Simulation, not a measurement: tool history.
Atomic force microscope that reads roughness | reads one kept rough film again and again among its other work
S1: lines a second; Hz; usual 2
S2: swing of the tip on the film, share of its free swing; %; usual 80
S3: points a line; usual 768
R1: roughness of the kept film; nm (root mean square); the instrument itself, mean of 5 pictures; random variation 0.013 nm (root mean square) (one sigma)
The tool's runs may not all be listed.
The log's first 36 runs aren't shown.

| run | hour | S1 | S2 | S3 | R1 |
|---|---|---|---|---|---|
| 37 | 1607.3 | 2 | 63 | 399 | 3.149 |
| 38 | 1667.1 | 2.43 | 63 | 442 | 3.133 |
|  | 1685.4 | new tip fitted |
| 39 | 1724.5 | 0.66 | 60 | 1010 | 3.328 |
| 40 | 1770.9 | 2 | 80 | 500 | 2.946 |
| 41 | 1823.2 | 1.52 | 64 | 364 | 3.192 |
| 42 | 1851.3 | 2 | 80 | 570 | 2.959 |
| 43 | 1886 | 2 | 80 | 570 | 2.967 |
| 44 | 1922.6 | 2.71 | 56 | 570 | 3.199 |
| 45 | 1956.5 | 1.57 | 72 | 971 | 3.156 |
| 46 | 1994.2 | 1.06 | 62 | 299 | 3.208 |
|  | 2029.7 | new tip fitted |
| 47 | 2038 | 2.52 | 80 | 768 | 2.875 |
| 48 | 2071.8 | 2 | 65 | 587 | 3.179 |
| 49 | 2103.8 | 2 | 65 | 587 | 3.171 |
| 50 | 2138.6 | 1.96 | 80 | 528 | 2.954 |
| 51 | 2186 | 1.96 | 80 | 528 | 2.95 |
| 52 | 2221.3 | 1.96 | 80 | 528 | 2.941 |
| 53 | 2274.3 | 3.22 | 80 | 768 | 2.774 |

Forecast each of these 4 alternatives for the next run:
| A | 2321.4 | 1.9 | 80 | 768 | ? |
| B | 2321.4 | 0.82 | 77 | 657 | ? |
| C | 2321.4 | 0.72 | 84 | 768 | ? |
| D | 2321.4 | 1.01 | 63 | 971 | ? |

| run | R1 |
|---|---|
| A | 2.966 |
| B | 3.212 |
| C | 3.158 |
| D | 3.273 |
Without the tool's hidden state the same runs would have given:
| run | R1 |
|---|---|
| A | 2.977 |
| B | 3.224 |
| C | 3.169 |
| D | 3.285 |

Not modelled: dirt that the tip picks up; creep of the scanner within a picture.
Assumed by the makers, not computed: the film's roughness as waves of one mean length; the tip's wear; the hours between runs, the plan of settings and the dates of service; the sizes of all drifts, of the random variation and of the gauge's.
